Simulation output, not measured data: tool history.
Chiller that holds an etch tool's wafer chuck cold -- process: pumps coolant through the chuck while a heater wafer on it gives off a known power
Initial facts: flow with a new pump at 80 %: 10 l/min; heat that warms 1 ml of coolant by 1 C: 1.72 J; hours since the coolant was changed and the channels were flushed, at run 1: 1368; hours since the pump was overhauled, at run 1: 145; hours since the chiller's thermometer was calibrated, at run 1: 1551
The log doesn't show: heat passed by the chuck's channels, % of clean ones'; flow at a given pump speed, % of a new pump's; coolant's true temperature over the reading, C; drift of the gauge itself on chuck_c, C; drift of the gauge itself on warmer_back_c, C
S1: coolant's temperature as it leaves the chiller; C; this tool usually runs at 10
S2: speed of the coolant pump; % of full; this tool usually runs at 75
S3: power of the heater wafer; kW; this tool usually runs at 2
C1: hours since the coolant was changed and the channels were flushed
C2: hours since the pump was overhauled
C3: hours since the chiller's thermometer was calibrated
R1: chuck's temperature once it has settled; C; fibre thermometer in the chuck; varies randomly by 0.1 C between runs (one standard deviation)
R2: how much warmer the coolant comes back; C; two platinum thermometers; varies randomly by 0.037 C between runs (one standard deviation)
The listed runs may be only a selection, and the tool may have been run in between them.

run	hour	S1	S2	S3	C1	C2	C3	R1	R2
1	0	10	75	2	1368	145	1551	35	7.5
2	28.1	10	75	2	1396	173	1579	34.9	7.52
3	67.3	10	75	2	1435	212	1618	35	7.58
4	108.8	10	75	2	1477	253	1660	34.8	7.54
5	140	10	75	1.326	1508	285	1691	26.3	5.1
6	177.8	17	75	1.326	1546	322	1729	33.5	5.13
7	214.6	17	75	1.326	1582	359	1766	33.4	5.19
8	256.5	10	75	2	1624	401	1808	35	7.69
9	299.3	10	75	2	1667	444	1850	34.9	7.78
10	317.8	10	75	2	1686	462	1869	35	7.76
11	335.6	10	86	2	1703	480	1887	32.5	6.71
# hour 348.1: gauge calibrated
12	354.3	10	86	2	1722	499	1905	32.6	6.46
13	372.7	10	86	2	1740	517	1924	32.6	6.44
14	411.5	10	86	2	1779	556	1963	32.5	6.46
15	445.7	10	86	2	1813	590	1997	32.6	6.48
16	469.4	5	75	2	1837	614	2020	29.9	7.59
17	501.4	5	86	1.601	1869	646	2052	22.9	5.22
18	527.9	5	86	1.601	1896	673	2079	23.1	5.29
19	563.8	13	65	2	1932	708	2115	40.9	8.93
20	593.7	2	75	1.263	1961	738	2145	17.7	4.96
21	633.2	1	75	2	2001	778	2184	25.9	7.66
22	673.9	10	97	1.154	2042	819	2225	21.9	3.54
23	712	19	99	2	2080	857	2263	39.5	5.75
24	748.9	10	89	2.191	2117	894	2300	34.1	7.15
25	781.9	10	89	2.191	2150	927	2333	34.2	7.07
26	800.1	2	61	1.284	2168	945	2351	20.8	6.48
27	839.9	15	75	2.682	2208	985	2391	48.5	10.46
28	865.3	4	75	2	2233	1010	2416	28.8	7.94
29	907.6	2	75	1.19	2275	1052	2459	16.9	4.96
30	936.8	11	75	1.91	2305	1081	2488	34.7	7.64
31	977.2	17	63	1.835	2345	1122	2528	42.9	8.87

3 ways to go on from here, each from the tool as it stands after run 31. What would each give?
A	1014.6	17	81	2.571	2382	1159	2566	?	?
B	1014.6	11	99	1.835	2382	1159	2566	?	?
C	1014.6	8	63	2.134	2382	1159	2566	?	?

run	R1	R2
A	47.2	9.44
B	29.7	5.57
C	38.1	10.33
Take away the tool's hidden state, keep each run's random variation, and the runs would have read:
run	R1	R2
A	47.2	8.87
B	29.7	5
C	38.1	9.76
